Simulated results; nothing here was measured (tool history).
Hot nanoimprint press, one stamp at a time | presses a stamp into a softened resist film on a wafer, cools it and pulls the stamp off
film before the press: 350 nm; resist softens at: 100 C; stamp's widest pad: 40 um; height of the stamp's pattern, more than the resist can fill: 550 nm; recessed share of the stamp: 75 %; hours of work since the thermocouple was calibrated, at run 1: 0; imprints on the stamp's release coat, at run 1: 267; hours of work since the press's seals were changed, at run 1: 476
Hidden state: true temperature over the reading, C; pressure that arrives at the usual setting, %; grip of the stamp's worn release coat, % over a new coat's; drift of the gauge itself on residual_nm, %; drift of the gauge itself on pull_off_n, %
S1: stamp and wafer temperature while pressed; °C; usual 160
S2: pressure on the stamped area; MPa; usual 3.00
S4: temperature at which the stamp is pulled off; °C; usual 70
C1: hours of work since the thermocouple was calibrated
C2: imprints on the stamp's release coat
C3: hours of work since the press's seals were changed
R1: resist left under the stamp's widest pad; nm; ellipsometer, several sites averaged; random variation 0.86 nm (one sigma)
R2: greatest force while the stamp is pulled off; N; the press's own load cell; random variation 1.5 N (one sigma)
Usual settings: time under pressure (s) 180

run 1 day=0.000 | S1=160 S2=3.00 time_under_pressure_(s)=180 S4=70 | C1=0 C2=267 C3=476 | R1=160.7 R2=130
run 2 day=1.862 | S1=160 S2=3.00 time_under_pressure_(s)=180 S4=70 | C1=21 C2=434 C3=497 | R1=159.1 R2=134
-- day=3.700 stamp cleaned and given a new release coat
run 3 day=5.112 | S1=160 S2=3.00 time_under_pressure_(s)=180 S4=70 | C1=56 C2=127 C3=532 | R1=160.3 R2=128
run 4 day=6.779 | S1=160 S2=3.00 time_under_pressure_(s)=180 S4=70 | C1=75 C2=276 C3=551 | R1=160.3 R2=132
run 5 day=9.562 | S1=160 S2=3.00 time_under_pressure_(s)=180 S4=70 | C1=107 C2=526 C3=583 | R1=161.4 R2=137
-- day=10.350 stamp cleaned and given a new release coat
run 6 day=12.933 | S1=167 S2=3.00 time_under_pressure_(s)=180 S4=70 | C1=143 C2=233 C3=619 | R1=108.2 R2=128
run 7 day=14.938 | S1=158 S2=3.00 time_under_pressure_(s)=180 S4=70 | C1=166 C2=413 C3=641 | R1=181.3 R2=134
run 8 day=16.546 | S1=150 S2=3.00 time_under_pressure_(s)=180 S4=70 | C1=184 C2=557 C3=660 | R1=265.5 R2=137
-- day=17.038 stamp cleaned and given a new release coat
run 9 day=19.325 | S1=160 S2=1.94 time_under_pressure_(s)=180 S4=70 | C1=213 C2=205 C3=689 | R1=197.8 R2=129
run 10 day=20.908 | S1=164 S2=2.08 time_under_pressure_(s)=180 S4=70 | C1=231 C2=347 C3=707 | R1=156.9 R2=133
run 11 day=22.258 | S1=164 S2=2.08 time_under_pressure_(s)=180 S4=70 | C1=247 C2=469 C3=723 | R1=156.5 R2=136
-- day=22.829 plate thermocouple calibrated
-- day=23.658 stamp cleaned and given a new release coat
run 12 day=24.775 | S1=164 S2=2.08 time_under_pressure_(s)=180 S4=70 | C1=19 C2=100 C3=747 | R1=154.2 R2=128
run 13 day=26.262 | S1=160 S2=3.00 time_under_pressure_(s)=180 S4=56 | C1=36 C2=233 C3=764 | R1=161.7 R2=175
run 14 day=29.138 | S1=160 S2=3.55 time_under_pressure_(s)=180 S4=58 | C1=69 C2=492 C3=797 | R1=149.5 R2=175
-- day=30.217 stamp cleaned and given a new release coat
run 15 day=32.217 | S1=163 S2=3.55 time_under_pressure_(s)=109 S4=58 | C1=102 C2=180 C3=830 | R1=152.7 R2=169
run 16 day=35.079 | S1=160 S2=2.17 time_under_pressure_(s)=180 S4=78 | C1=135 C2=437 C3=862 | R1=189.7 R2=107
-- day=36.833 stamp cleaned and given a new release coat
run 17 day=38.512 | S1=169 S2=2.60 time_under_pressure_(s)=215 S4=66 | C1=171 C2=151 C3=899 | R1=97.4 R2=141

Forecast each of these 4 alternatives for the next run:
run A day=41.275 | S1=169 S2=3.33 time_under_pressure_(s)=340 S4=69 | C1=203 C2=399 C3=931 | R1=? R2=?
run B day=41.275 | S1=167 S2=3.00 time_under_pressure_(s)=180 S4=70 | C1=203 C2=399 C3=931 | R1=? R2=?
run C day=41.275 | S1=149 S2=2.07 time_under_pressure_(s)=180 S4=57 | C1=203 C2=399 C3=931 | R1=? R2=?
run D day=41.275 | S1=169 S2=2.46 time_under_pressure_(s)=244 S4=66 | C1=203 C2=399 C3=931 | R1=? R2=?

run=A R1=71.6 R2=139
run=B R1=109.8 R2=134
run=C R1=298.2 R2=177
run=D R1=94.7 R2=144
Without the tool's hidden state the same runs would have given:
run=A R1=68.0 R2=128
run=B R1=104.8 R2=124
run=C R1=293.8 R2=164
run=D R1=90.7 R2=133
